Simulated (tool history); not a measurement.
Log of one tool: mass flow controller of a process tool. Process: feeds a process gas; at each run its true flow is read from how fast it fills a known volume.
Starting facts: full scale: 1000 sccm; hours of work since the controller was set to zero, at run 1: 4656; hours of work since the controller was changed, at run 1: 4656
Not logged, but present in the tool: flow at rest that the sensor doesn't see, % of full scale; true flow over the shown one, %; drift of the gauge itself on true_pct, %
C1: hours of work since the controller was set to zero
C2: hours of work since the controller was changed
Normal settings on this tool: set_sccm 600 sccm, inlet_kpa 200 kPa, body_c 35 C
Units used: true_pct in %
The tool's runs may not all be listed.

run 1 hour=0 | set_sccm=600 inlet_kpa=200 body_c=35 | C1=4656 C2=4656 | true_pct=102.64
run 2 hour=136.6 | set_sccm=600 inlet_kpa=200 body_c=35 | C1=4753 C2=4753 | true_pct=102.56
run 3 hour=277.5 | set_sccm=600 inlet_kpa=200 body_c=35 | C1=4854 C2=4854 | true_pct=102.84
run 4 hour=424.9 | set_sccm=600 inlet_kpa=200 body_c=35 | C1=4958 C2=4958 | true_pct=102.71
run 5 hour=565.7 | set_sccm=600 inlet_kpa=200 body_c=35 | C1=5058 C2=5058 | true_pct=102.81
-- hour=768.9 controller's zero set anew
run 6 hour=800.2 | set_sccm=600 inlet_kpa=200 body_c=35 | C1=22 C2=5224 | true_pct=103.94
run 7 hour=1077.1 | set_sccm=600 inlet_kpa=200 body_c=35 | C1=219 C2=5421 | true_pct=104.11
run 8 hour=1223.4 | set_sccm=600 inlet_kpa=200 body_c=22 | C1=323 C2=5525 | true_pct=103.81
run 9 hour=1480.5 | set_sccm=600 inlet_kpa=200 body_c=22 | C1=505 C2=5708 | true_pct=103.85
run 10 hour=1637.5 | set_sccm=600 inlet_kpa=200 body_c=22 | C1=617 C2=5819 | true_pct=103.9
run 11 hour=1824.4 | set_sccm=228 inlet_kpa=200 body_c=30 | C1=750 C2=5952 | true_pct=109.28

The next listed run, before its measurement:
-- hour=1914 controller's zero set anew, once more
run 12 hour=1970.8 | set_sccm=228 inlet_kpa=200 body_c=30 | C1=40 C2=6055 | true_pct=?

{"run 12": {"true_pct": 100.39}}
With the hidden condition absent and the run-to-run variation left alone, this run would have shown true_pct 98.75 %.
